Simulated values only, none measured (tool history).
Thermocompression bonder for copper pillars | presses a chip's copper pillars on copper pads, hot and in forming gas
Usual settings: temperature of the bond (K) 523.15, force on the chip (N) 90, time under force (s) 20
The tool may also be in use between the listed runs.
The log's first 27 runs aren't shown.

run     day  temperature of the bond (K)  force on the chip (N)  time under force (s)  force that shears a chip off (N)
 28  17.088                       543.15                    131                    34                             112.4
 29  17.788                       505.15                     79                    20                              50.2
 30  18.396                       505.15                     79                    20                              50.1
 31   19.05                       510.15                    132                    10                              54.5
 32  19.412                       523.15                     70                    11                              50.3
 33  20.017                       523.15                     70                    11                              49.6
 34    20.7                       547.15                     90                    20                              91.5
 35  21.171                       498.15                    128                    20                              56.5
 36  21.742                       515.15                     58                    22                                51
 37  22.554                       515.15                     58                    22                              51.3
 38  22.996                       515.15                     58                    22                              50.8
 39  23.575                       509.15                    113                    20                              62.5
 40  24.033                       513.15                     90                    13                              50.6
     24.304  -- forming gas filter changed
 41    24.7                       503.15                    130                    25                              70.6

3 ways to go on from here, each from the tool as it stands after run 41. What would each give?
  A  25.492                       500.15                    130                    12                                 ?
  B  25.492                       503.15                    130                    14                                 ?
  C  25.492                       530.15                     97                    13                                 ?

run  force that shears a chip off (N)
  A                              51.3
  B                              57.3
  C                              72.6
Without the tool's hidden state the same runs would have given:
run  force that shears a chip off (N)
  A                                50
  B                              55.9
  C                              71.4
